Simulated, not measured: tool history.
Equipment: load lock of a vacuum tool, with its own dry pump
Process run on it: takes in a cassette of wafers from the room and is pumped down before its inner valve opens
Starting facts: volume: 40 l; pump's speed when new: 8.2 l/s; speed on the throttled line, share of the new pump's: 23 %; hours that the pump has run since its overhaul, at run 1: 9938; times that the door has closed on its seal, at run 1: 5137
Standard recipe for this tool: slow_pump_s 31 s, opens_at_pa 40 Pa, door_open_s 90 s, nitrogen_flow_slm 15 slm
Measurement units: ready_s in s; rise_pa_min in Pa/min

run,hour,slow_pump_s,opens_at_pa,door_open_s,nitrogen_flow_slm,hours that the pump has run since its overhaul,times that the door has closed on its seal,"incoming humidity of the room's air, %",ready_s,rise_pa_min
1,0.0,31,40,90,15,9938,5137,44.6,62.0,0.027
2,190.5,31,73,90,15,10128,5745,43.4,58.9,0.029
3,398.2,31,73,90,15,10336,6407,45.7,59.0,0.025
4,581.4,31,73,90,15,10519,6992,48.8,59.3,0.027
5,947.1,31,73,90,15,10885,8158,43.1,59.2,0.026
6,1317.2,31,73,90,15,11255,9338,44.1,59.2,0.027
7,1580.0,31,73,90,15,11518,10176,41.1,59.3,0.027
8,1803.2,31,30,90,15,11741,10888,48.1,63.8,0.029
9,2079.1,31,30,90,15,12017,11768,44.0,63.6,0.027
10,2401.6,31,79,90,15,12339,12796,44.8,58.5,0.025
11,2700.0,24,40,90,15,12638,13748,48.1,56.9,0.033
12,2915.5,24,40,90,15,12853,14435,43.9,56.3,0.027
13,3208.9,31,40,90,15,13147,15371,44.8,62.0,0.024
14,3501.3,31,40,90,15,13439,16303,45.7,62.2,0.024
15,3784.3,31,40,90,15,13722,17206,42.4,62.1,0.026
16,4089.0,31,40,90,15,14027,18177,43.4,62.1,0.026
17,4261.4,59,35,90,15,14199,18727,44.6,84.8,0.030
18,4462.4,33,35,90,15,14400,19368,47.8,64.1,0.032
19,4671.7,37,35,29,11,14609,20036,45.4,67.3,0.024
20,4894.5,35,53,29,11,14832,20746,45.6,63.6,0.021
21,5094.9,36,40,50,31,15033,21385,47.5,65.6,0.016
22,5472.5,36,40,50,31,15410,22589,45.5,65.6,0.018
23,5833.4,36,40,50,31,15771,23740,44.7,65.8,0.017
24,6032.6,23,30,95,27,15970,24376,45.9,57.2,0.022
25,6271.8,21,40,95,27,16209,25138,44.2,54.4,0.021
26,6532.4,21,29,95,27,16470,25970,46.5,55.8,0.026
27,6836.8,21,65,154,8,16774,26940,41.1,52.1,0.044
28,7218.5,51,55,26,15,17156,28157,44.0,76.1,0.018
29,7534.2,46,38,33,15,17472,29164,48.5,73.8,0.019

What if the next run were any one of these 5? Each begins from the tool's condition after run 29:
A,7701.9,30,38,50,17,17640,29699,43.7,?,?
B,7701.9,29,37,90,15,17640,29699,47.0,?,?
C,7701.9,42,40,90,7,17640,29699,42.5,?,?
D,7701.9,31,40,30,15,17640,29699,46.7,?,?
E,7701.9,46,32,34,13,17640,29699,45.1,?,?

run,ready_s,rise_pa_min
A,61.7,0.023
B,60.9,0.031
C,70.5,0.034
D,61.7,0.022
E,74.8,0.024
What these runs would have given with no unlogged condition in the tool:
run,ready_s,rise_pa_min
A,61.7,0.021
B,60.9,0.028
C,70.5,0.031
D,61.7,0.019
E,74.8,0.021

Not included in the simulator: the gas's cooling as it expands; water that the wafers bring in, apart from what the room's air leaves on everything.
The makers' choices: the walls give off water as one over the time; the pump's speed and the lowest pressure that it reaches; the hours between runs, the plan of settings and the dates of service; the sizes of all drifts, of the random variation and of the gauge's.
